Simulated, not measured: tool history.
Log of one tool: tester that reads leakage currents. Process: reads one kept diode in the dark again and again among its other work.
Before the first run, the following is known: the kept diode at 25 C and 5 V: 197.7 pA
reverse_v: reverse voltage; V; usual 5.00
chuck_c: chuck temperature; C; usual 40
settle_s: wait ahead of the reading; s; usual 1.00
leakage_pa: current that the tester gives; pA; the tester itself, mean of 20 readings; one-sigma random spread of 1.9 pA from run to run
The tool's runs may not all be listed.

run 1 hour=0.0 | reverse_v=5.00 chuck_c=40 settle_s=1.00 | leakage_pa=673.12
run 2 hour=55.6 | reverse_v=5.00 chuck_c=40 settle_s=1.00 | leakage_pa=675.66
run 3 hour=104.0 | reverse_v=6.25 chuck_c=40 settle_s=1.00 | leakage_pa=722.61
run 4 hour=150.9 | reverse_v=6.25 chuck_c=40 settle_s=1.00 | leakage_pa=724.36
run 5 hour=211.8 | reverse_v=6.25 chuck_c=40 settle_s=1.00 | leakage_pa=726.29
run 6 hour=295.1 | reverse_v=6.25 chuck_c=40 settle_s=1.00 | leakage_pa=729.05
run 7 hour=331.2 | reverse_v=6.25 chuck_c=40 settle_s=1.00 | leakage_pa=725.94
run 8 hour=409.5 | reverse_v=6.25 chuck_c=40 settle_s=1.00 | leakage_pa=732.60
run 9 hour=449.6 | reverse_v=6.25 chuck_c=40 settle_s=1.00 | leakage_pa=734.04
run 10 hour=491.6 | reverse_v=5.00 chuck_c=37 settle_s=1.52 | leakage_pa=548.03
run 11 hour=574.4 | reverse_v=9.19 chuck_c=35 settle_s=1.52 | leakage_pa=569.43
run 12 hour=648.3 | reverse_v=1.19 chuck_c=22 settle_s=3.23 | leakage_pa=106.51
run 13 hour=687.5 | reverse_v=3.90 chuck_c=40 settle_s=4.54 | leakage_pa=639.36
run 14 hour=726.9 | reverse_v=8.37 chuck_c=40 settle_s=1.00 | leakage_pa=815.15
run 15 hour=763.4 | reverse_v=1.36 chuck_c=20 settle_s=1.00 | leakage_pa=94.40
run 16 hour=814.4 | reverse_v=1.36 chuck_c=20 settle_s=1.00 | leakage_pa=94.78
run 17 hour=870.4 | reverse_v=1.39 chuck_c=40 settle_s=0.63 | leakage_pa=467.71
run 18 hour=939.2 | reverse_v=11.71 chuck_c=54 settle_s=1.62 | leakage_pa=2468.82

Predict each of these 5 candidate next runs independently; none follows another, all start after run 18:
run A hour=1023.1 | reverse_v=11.71 chuck_c=44 settle_s=0.48 | leakage_pa=?
run B hour=1023.1 | reverse_v=11.71 chuck_c=54 settle_s=1.01 | leakage_pa=?
run C hour=1023.1 | reverse_v=11.71 chuck_c=54 settle_s=0.31 | leakage_pa=?
run D hour=1023.1 | reverse_v=5.26 chuck_c=32 settle_s=0.51 | leakage_pa=?
run E hour=1023.1 | reverse_v=5.97 chuck_c=54 settle_s=1.62 | leakage_pa=?

run=A leakage_pa=1223.75
run=B leakage_pa=2471.21
run=C leakage_pa=2472.63
run=D leakage_pa=385.93
run=E leakage_pa=2005.94
What these runs would have given with no unlogged condition in the tool:
run=A leakage_pa=1135.29
run=B leakage_pa=2307.07
run=C leakage_pa=2308.54
run=D leakage_pa=355.36
run=E leakage_pa=1873.99

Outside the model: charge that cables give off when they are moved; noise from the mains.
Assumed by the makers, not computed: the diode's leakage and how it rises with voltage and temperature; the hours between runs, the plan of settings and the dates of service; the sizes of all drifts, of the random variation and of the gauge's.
